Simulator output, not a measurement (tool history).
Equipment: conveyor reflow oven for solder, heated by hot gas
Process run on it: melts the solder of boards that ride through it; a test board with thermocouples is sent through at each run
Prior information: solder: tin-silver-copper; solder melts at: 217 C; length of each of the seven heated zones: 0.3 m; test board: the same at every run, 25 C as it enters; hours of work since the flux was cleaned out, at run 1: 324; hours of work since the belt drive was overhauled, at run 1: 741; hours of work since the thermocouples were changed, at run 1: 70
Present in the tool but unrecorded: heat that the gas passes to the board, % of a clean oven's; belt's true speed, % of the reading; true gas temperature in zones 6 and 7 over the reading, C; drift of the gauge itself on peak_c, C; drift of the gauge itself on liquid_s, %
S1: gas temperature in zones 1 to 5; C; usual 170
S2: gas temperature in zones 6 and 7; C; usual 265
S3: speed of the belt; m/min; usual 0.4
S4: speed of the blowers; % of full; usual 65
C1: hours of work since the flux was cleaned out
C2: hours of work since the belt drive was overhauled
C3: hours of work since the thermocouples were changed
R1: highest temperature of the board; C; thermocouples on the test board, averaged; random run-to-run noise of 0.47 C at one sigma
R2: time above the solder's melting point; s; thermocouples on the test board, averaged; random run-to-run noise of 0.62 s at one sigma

run 1 hour=0 | S1=170 S2=265 S3=0.4 S4=65 | C1=324 C2=741 C3=70 | R1=245 R2=57.8
run 2 hour=6 | S1=170 S2=265 S3=0.4 S4=65 | C1=328 C2=745 C3=74 | R1=244.7 R2=58.1
run 3 hour=13.6 | S1=170 S2=265 S3=0.4 S4=65 | C1=334 C2=750 C3=80 | R1=245.3 R2=58.3
run 4 hour=24 | S1=170 S2=265 S3=0.4 S4=61 | C1=341 C2=758 C3=87 | R1=243.6 R2=56.5
run 5 hour=29.5 | S1=170 S2=265 S3=0.4 S4=61 | C1=345 C2=761 C3=91 | R1=243.1 R2=56.4
run 6 hour=34.2 | S1=170 S2=265 S3=0.4 S4=61 | C1=348 C2=765 C3=94 | R1=244.4 R2=56.4
run 7 hour=41.6 | S1=170 S2=265 S3=0.4 S4=57 | C1=353 C2=770 C3=99 | R1=241.8 R2=54.6
run 8 hour=49 | S1=170 S2=269 S3=0.4 S4=65 | C1=359 C2=775 C3=105 | R1=247.9 R2=62.2
run 9 hour=56.7 | S1=170 S2=269 S3=0.4 S4=65 | C1=364 C2=781 C3=110 | R1=249.6 R2=61.8
run 10 hour=61.4 | S1=170 S2=269 S3=0.4 S4=65 | C1=367 C2=784 C3=113 | R1=249.2 R2=60.8
run 11 hour=67.2 | S1=173 S2=265 S3=0.4 S4=65 | C1=371 C2=788 C3=117 | R1=245.5 R2=60.1
run 12 hour=75.8 | S1=173 S2=265 S3=0.4 S4=65 | C1=378 C2=794 C3=124 | R1=246.1 R2=59.7
run 13 hour=86 | S1=173 S2=265 S3=0.4 S4=65 | C1=385 C2=801 C3=131 | R1=244.7 R2=59.7
run 14 hour=91.8 | S1=160 S2=265 S3=0.4 S4=65 | C1=389 C2=806 C3=135 | R1=242.7 R2=52
run 15 hour=96.3 | S1=160 S2=265 S3=0.4 S4=65 | C1=392 C2=809 C3=138 | R1=243.4 R2=51.2
run 16 hour=103.8 | S1=160 S2=265 S3=0.4 S4=56 | C1=397 C2=814 C3=143 | R1=239.9 R2=45.3
run 17 hour=109.1 | S1=172 S2=265 S3=0.388 S4=65 | C1=401 C2=818 C3=147 | R1=247.4 R2=61.7
run 18 hour=118.3 | S1=183 S2=265 S3=0.39 S4=65 | C1=408 C2=824 C3=154 | R1=247.4 R2=69.6
-- hour=127.5 flux residue cleaned out of gas plates and filters
-- hour=132.9 belt drive overhauled, speed set with a stopwatch
run 19 hour=135.6 | S1=183 S2=275 S3=0.32 S4=65 | C1=3 C2=2 C3=159 | R1=264 R2=100.3
run 20 hour=144 | S1=173 S2=265 S3=0.347 S4=58 | C1=9 C2=8 C3=165 | R1=249.1 R2=73.5
run 21 hour=150.2 | S1=173 S2=274 S3=0.347 S4=68 | C1=13 C2=12 C3=170 | R1=260.8 R2=85.5
run 22 hour=154.7 | S1=173 S2=274 S3=0.347 S4=68 | C1=16 C2=15 C3=173 | R1=260.6 R2=86.3
run 23 hour=162.6 | S1=159 S2=263 S3=0.359 S4=79 | C1=22 C2=21 C3=179 | R1=249.7 R2=69.2
run 24 hour=173.2 | S1=170 S2=265 S3=0.392 S4=82 | C1=29 C2=28 C3=186 | R1=252.1 R2=66.8
run 25 hour=180.6 | S1=170 S2=259 S3=0.383 S4=51 | C1=35 C2=34 C3=191 | R1=238.4 R2=49.9
run 26 hour=190.2 | S1=170 S2=259 S3=0.383 S4=51 | C1=42 C2=40 C3=198 | R1=238 R2=49.2
run 27 hour=199.6 | S1=170 S2=259 S3=0.463 S4=51 | C1=48 C2=47 C3=205 | R1=230.1 R2=27.9
run 28 hour=206.4 | S1=170 S2=274 S3=0.463 S4=55 | C1=53 C2=52 C3=210 | R1=243.8 R2=46.5
run 29 hour=211.3 | S1=170 S2=268 S3=0.411 S4=79 | C1=56 C2=55 C3=213 | R1=253 R2=63.7
run 30 hour=218.9 | S1=170 S2=267 S3=0.411 S4=79 | C1=62 C2=61 C3=218 | R1=251.7 R2=62.9
run 31 hour=228.2 | S1=170 S2=267 S3=0.411 S4=79 | C1=68 C2=67 C3=225 | R1=250.9 R2=63.1

Predict each of these 4 candidate next runs independently; none follows another, all start after run 31:
run A hour=233.9 | S1=162 S2=255 S3=0.4 S4=65 | C1=72 C2=71 C3=229 | R1=? R2=?
run B hour=233.9 | S1=163 S2=265 S3=0.4 S4=65 | C1=72 C2=71 C3=229 | R1=? R2=?
run C hour=233.9 | S1=179 S2=265 S3=0.4 S4=65 | C1=72 C2=71 C3=229 | R1=? R2=?
run D hour=233.9 | S1=170 S2=269 S3=0.419 S4=62 | C1=72 C2=71 C3=229 | R1=? R2=?

run=A R1=236.4 R2=44.5
run=B R1=245.5 R2=54.7
run=C R1=248.1 R2=64.6
run=D R1=247.2 R2=56.8
What these runs would have given with no unlogged condition in the tool:
run=A R1=237.9 R2=46.7
run=B R1=247 R2=56.4
run=C R1=249.5 R2=66.1
run=D R1=248.6 R2=58.3
